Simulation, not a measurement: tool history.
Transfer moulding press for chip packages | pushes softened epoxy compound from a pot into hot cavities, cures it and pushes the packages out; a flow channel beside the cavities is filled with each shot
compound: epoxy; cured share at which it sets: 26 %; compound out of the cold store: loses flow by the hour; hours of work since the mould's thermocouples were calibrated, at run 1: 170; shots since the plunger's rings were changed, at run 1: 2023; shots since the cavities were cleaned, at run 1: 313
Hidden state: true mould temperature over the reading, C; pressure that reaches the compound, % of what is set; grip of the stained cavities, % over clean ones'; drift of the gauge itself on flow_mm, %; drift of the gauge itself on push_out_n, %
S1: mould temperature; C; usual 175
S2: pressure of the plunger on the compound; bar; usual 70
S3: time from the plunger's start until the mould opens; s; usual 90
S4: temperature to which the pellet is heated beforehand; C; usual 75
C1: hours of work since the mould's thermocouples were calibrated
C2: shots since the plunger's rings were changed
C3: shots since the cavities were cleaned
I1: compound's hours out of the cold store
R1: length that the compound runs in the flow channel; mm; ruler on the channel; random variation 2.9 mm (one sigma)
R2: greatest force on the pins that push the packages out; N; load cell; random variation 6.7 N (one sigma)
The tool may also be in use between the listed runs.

run   hour   S1    S2   S3  S4   C1    C2   C3    I1   R1   R2
  1      0  175    70   90  75  170  2023  313  29.9  670  455
      11.8  -- cavities cleaned with cleaning compound and waxed
      46.6  -- cavities cleaned with cleaning compound and waxed
  2   62.6  181    70   90  75  211  2846  221  45.7  616  324
        81  -- cavities cleaned with cleaning compound and waxed
  3   94.5  181    70   90  75  232  3265  187    23  675  322
     116.4  -- cavities cleaned with cleaning compound and waxed
     151.8  -- cavities cleaned with cleaning compound and waxed
  4  157.8  181    70   90  75  273  4096   83  11.2  696  259
     187.1  -- cavities cleaned with cleaning compound and waxed
  5  188.9  181    70   90  75  294  4505   25  11.6  690  253
     205.2  -- plunger's sealing rings changed
     222.3  -- cavities cleaned with cleaning compound and waxed
  6  222.9  181    70   90  75  314   224    9  16.6  698  222
     256.6  -- cavities cleaned with cleaning compound and waxed
  7  266.1  181    70   90  75  343   799  131  41.1  637  297
     291.5  -- cavities cleaned with cleaning compound and waxed
  8  315.5  168    70   90  75  376  1461  332  40.7  655  674
     326.2  -- cavities cleaned with cleaning compound and waxed
     360.4  -- cavities cleaned with cleaning compound and waxed
  9  374.4  175    70   90  74  414  2230  192    15  703  393
     394.6  -- cavities cleaned with cleaning compound and waxed
 10  415.6  175    70   90  74  442  2778  289  10.7  714  435
     427.1  -- cavities cleaned with cleaning compound and waxed
     460.1  -- cavities cleaned with cleaning compound and waxed
 11  471.9  175    70   79  75  478  3515  163  38.8  639  501
     494.9  -- cavities cleaned with cleaning compound and waxed
 12  523.9  175  79.9   90  75  513  4211  400  19.8  733  460
       531  -- cavities cleaned with cleaning compound and waxed
 13  555.4  173    70  107  75  534  4625  337  47.5  616  369
     561.9  -- plunger's sealing rings changed
     568.2  -- cavities cleaned with cleaning compound and waxed
     602.6  -- cavities cleaned with cleaning compound and waxed
 14  617.6  181  75.1   90  75  573   727  207  44.6  653  305
     635.4  -- cavities cleaned with cleaning compound and waxed
     672.4  -- cavities cleaned with cleaning compound and waxed
 15    679  181    70   90  84  613  1533   91  31.6  660  271
     705.9  -- cavities cleaned with cleaning compound and waxed
 16  705.9  181    70   90  84  630  1884    0   8.6  715  220
     739.1  -- cavities cleaned with cleaning compound and waxed
 17    758  181    70   90  84  665  2582  261  10.5  708  331
     772.1  -- cavities cleaned with cleaning compound and waxed
 18  800.8  181    70   90  84  694  3152  396  37.1  636  358
     807.8  -- cavities cleaned with cleaning compound and waxed
 19  832.1  168    70  122  69  714  3563  336   9.8  721  383
     842.9  -- cavities cleaned with cleaning compound and waxed
     876.8  -- cavities cleaned with cleaning compound and waxed
 20  877.5  181  62.1  101  78  743  4148   11  40.8  589  206
     911.9  -- cavities cleaned with cleaning compound and waxed
     923.2  -- plunger's sealing rings changed
 21  934.4  175    70  117  79  780   154  276  45.7  633  310

Forecast each of these 3 alternatives for the next run:
     944.6  -- mould's thermocouples calibrated
     951.4  -- cavities cleaned with cleaning compound and waxed
      985  -- cavities cleaned with cleaning compound and waxed
  A   986  175  79.8  90  75  26  798  15  23.4   ?   ?
     944.6  -- mould's thermocouples calibrated
     951.4  -- cavities cleaned with cleaning compound and waxed
      985  -- cavities cleaned with cleaning compound and waxed
  B   986  175  85.1  76  83  26  798  15  27.8   ?   ?
     944.6  -- mould's thermocouples calibrated
     951.4  -- cavities cleaned with cleaning compound and waxed
      985  -- cavities cleaned with cleaning compound and waxed
  C   986  177    70  80  79  26  798  15  32.9   ?   ?

run   R1   R2
  A  737  290
  B  750  393
  C  670  323
Without the tool's hidden state the same runs would have given:
run   R1   R2
  A  742  282
  B  756  384
  C  675  315
